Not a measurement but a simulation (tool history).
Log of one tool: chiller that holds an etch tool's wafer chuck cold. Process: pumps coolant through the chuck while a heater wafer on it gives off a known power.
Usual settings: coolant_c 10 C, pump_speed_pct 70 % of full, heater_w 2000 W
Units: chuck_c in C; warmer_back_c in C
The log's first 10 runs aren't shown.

run	hour	coolant_c	pump_speed_pct	heater_w	chuck_c	warmer_back_c
11	438.6	10	70	2000	31.2	10.26
12	465.7	10	70	2000	30.9	10.3
13	494.2	10	70	2000	31	10.25
14	534.9	10	71	2000	30.8	10.15
15	561.1	7	70	2000	28.1	10.25
16	616.1	10	70	2000	30.9	10.46
17	659.1	9	62	1545	26.9	9.15
18	706.5	9	62	1545	27	9.19
19	738.4	9	62	1545	27	9.25
# hour 758.5: gauge calibrated
20	789.1	9	62	1545	27	8.87
21	822.2	18	100	2000	33.7	6.9
22	862	10	67	2333	35.3	12.48
23	907.8	14	76	2883	42.3	13.37
24	934.8	14	76	2883	42.4	13.4
25	972.8	13	68	1347	27.4	7.14
26	1005	14	82	2000	32.5	8.59

Forecast run 27:
27	1042.1	14	82	2000	?	?

{"run 27": {"chuck_c": 32.5, "warmer_back_c": 8.65}}
Without the tool's hidden state the same run would have given chuck_c 32.5 C, warmer_back_c 8.53 C.
